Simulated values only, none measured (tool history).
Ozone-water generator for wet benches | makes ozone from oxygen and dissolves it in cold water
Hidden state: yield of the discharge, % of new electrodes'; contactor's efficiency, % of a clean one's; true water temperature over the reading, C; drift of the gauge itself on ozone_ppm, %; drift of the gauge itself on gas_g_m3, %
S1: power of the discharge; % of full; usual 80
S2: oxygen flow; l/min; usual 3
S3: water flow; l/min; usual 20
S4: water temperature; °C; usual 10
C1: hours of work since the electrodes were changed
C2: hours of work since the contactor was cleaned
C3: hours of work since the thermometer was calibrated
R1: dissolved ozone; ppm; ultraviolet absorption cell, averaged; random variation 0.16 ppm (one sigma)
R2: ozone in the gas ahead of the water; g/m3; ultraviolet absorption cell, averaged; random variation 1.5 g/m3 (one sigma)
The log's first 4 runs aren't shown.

| run | day | S1 | S2 | S3 | S4 | C1 | C2 | C3 | R1 | R2 |
|---|---|---|---|---|---|---|---|---|---|---|
| 5 | 13.833 | 80 | 3 | 15 | 10 | 3875 | 576 | 2761 | 28 | 289.6 |
| 6 | 17.017 | 80 | 3 | 15 | 10 | 3936 | 636 | 2821 | 27.8 | 290.5 |
| 7 | 20.338 | 80 | 3 | 20 | 10 | 3999 | 699 | 2884 | 20.4 | 289.7 |
|  | 22.812 | water thermometer calibrated |
| 8 | 23.529 | 80 | 3 | 20 | 10 | 4059 | 759 | 14 | 20.3 | 290.9 |
| 9 | 25.712 | 80 | 3 | 20 | 5 | 4100 | 801 | 55 | 21.2 | 290.6 |
| 10 | 30 | 47 | 3 | 20 | 5 | 4181 | 882 | 136 | 12.9 | 179.1 |
| 11 | 33.654 | 47 | 3 | 20 | 5 | 4251 | 951 | 205 | 12.8 | 177.6 |
| 12 | 38.362 | 80 | 3 | 20 | 8 | 4340 | 1040 | 295 | 20.7 | 295 |
| 13 | 41.892 | 80 | 3 | 20 | 8 | 4407 | 1107 | 362 | 20.9 | 293.2 |
| 14 | 45.004 | 80 | 3 | 20 | 8 | 4466 | 1166 | 421 | 20.9 | 293.9 |
| 15 | 49.725 | 80 | 3 | 20 | 8 | 4555 | 1256 | 510 | 20.9 | 296.3 |
| 16 | 51.938 | 80 | 3 | 20 | 8 | 4597 | 1298 | 552 | 20.7 | 295.1 |
| 17 | 55.521 | 80 | 3 | 20 | 8 | 4665 | 1365 | 620 | 20.7 | 292.5 |
| 18 | 57.908 | 98 | 3 | 17 | 10 | 4710 | 1411 | 665 | 29.6 | 356.3 |
| 19 | 60.238 | 89 | 1.57 | 20 | 10 | 4754 | 1455 | 709 | 17.3 | 417.9 |
| 20 | 62.85 | 89 | 1.57 | 20 | 10 | 4804 | 1504 | 759 | 17.2 | 416.6 |
| 21 | 66.283 | 61 | 3 | 20 | 10 | 4869 | 1569 | 824 | 15.8 | 230.9 |
| 22 | 68.858 | 61 | 3 | 20 | 10 | 4918 | 1618 | 873 | 15.7 | 231.2 |
| 23 | 72.654 | 80 | 3 | 12 | 15 | 4990 | 1690 | 944 | 32.6 | 297.1 |
| 24 | 75.125 | 72 | 3 | 12 | 10 | 5036 | 1737 | 991 | 30.9 | 267.3 |
| 25 | 79.321 | 80 | 3 | 20 | 9 | 5116 | 1816 | 1071 | 20.7 | 297.4 |

The next listed run, before its measurement:
| 26 | 84.258 | 80 | 3 | 20 | 9 | 5210 | 1910 | 1164 | ? | ? |

Run 26 gave R1 20.4 ppm, R2 296.4 g/m3.
Without the tool's hidden state the same run would have given R1 20.4 ppm, R2 291.4 g/m3.

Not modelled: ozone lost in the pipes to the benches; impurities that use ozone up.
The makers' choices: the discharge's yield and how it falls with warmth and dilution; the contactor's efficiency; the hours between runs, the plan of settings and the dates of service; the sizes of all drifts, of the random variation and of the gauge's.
